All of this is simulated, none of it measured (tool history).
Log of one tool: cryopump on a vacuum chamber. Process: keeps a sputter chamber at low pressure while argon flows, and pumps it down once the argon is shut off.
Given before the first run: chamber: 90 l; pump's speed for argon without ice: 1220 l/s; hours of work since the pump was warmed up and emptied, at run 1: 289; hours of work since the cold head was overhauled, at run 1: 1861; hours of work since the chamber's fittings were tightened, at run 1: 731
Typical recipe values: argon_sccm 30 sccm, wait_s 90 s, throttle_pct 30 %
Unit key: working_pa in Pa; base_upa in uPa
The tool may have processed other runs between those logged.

run	hour	argon_sccm	wait_s	throttle_pct	hours of work since the pump was warmed up and emptied	hours of work since the cold head was overhauled	hours of work since the chamber's fittings were tightened	working_pa	base_upa
1	0	30	90	30	289	1861	731	0.1433	2.4
2	41.1	30	90	30	326	1897	768	0.1418	2.44
3	106.3	30	90	30	384	1955	825	0.1447	2.43
4	172.2	30	90	30	442	2014	884	0.1449	2.7
5	222.5	30	90	30	487	2058	929	0.1455	2.72
6	262.7	30	90	30	522	2094	964	0.1469	2.66
7	326.9	30	90	30	579	2151	1021	0.1482	2.88
8	369.8	30	90	30	618	2189	1059	0.1476	2.98
9	435.5	30	90	30	676	2247	1118	0.1486	3.14
10	474.8	30	90	30	711	2282	1153	0.1488	3.15
# hour 513.2: pump warmed up, emptied and cooled again
11	545.1	30	90	30	28	2340	1211	0.1393	2.78
12	605.1	12	90	30	82	2394	1264	0.0563	3.02
13	637.4	30	90	30	110	2422	1293	0.1416	2.92
14	686.4	30	90	30	154	2466	1336	0.1412	3.06
15	735.1	30	90	30	197	2509	1379	0.1426	3.06
16	764	30	90	30	223	2535	1405	0.1425	3.17
17	805.7	30	90	30	260	2572	1442	0.1433	3.25
18	864.7	43	57	20	312	2624	1494	0.3043	3.95
19	899.3	48	20	37	343	2655	1525	0.1893	7.95
20	936.4	48	51	36	376	2688	1558	0.1947	4.43
21	991.2	25	66	36	424	2736	1607	0.1021	3.98
22	1055.1	25	66	36	481	2793	1664	0.1033	4.2
# hour 1072.7: leaking fittings of the chamber tightened, without venting
23	1114.1	18	66	34	532	2844	37	0.0789	1.97
24	1173.9	18	66	34	585	2897	90	0.0792	2.18
25	1220.6	30	202	59	626	2938	131	0.0813	1.04

Forecast run 26:
26	1266.7	30	202	59	667	2979	172	?	?

Run 26 produced working_pa 0.0821 Pa, base_upa 1.08 uPa.
Take away the tool's hidden state, keep the run-to-run variation as it was, and the same run would have given working_pa 0.0711 Pa, base_upa 0.78 uPa.

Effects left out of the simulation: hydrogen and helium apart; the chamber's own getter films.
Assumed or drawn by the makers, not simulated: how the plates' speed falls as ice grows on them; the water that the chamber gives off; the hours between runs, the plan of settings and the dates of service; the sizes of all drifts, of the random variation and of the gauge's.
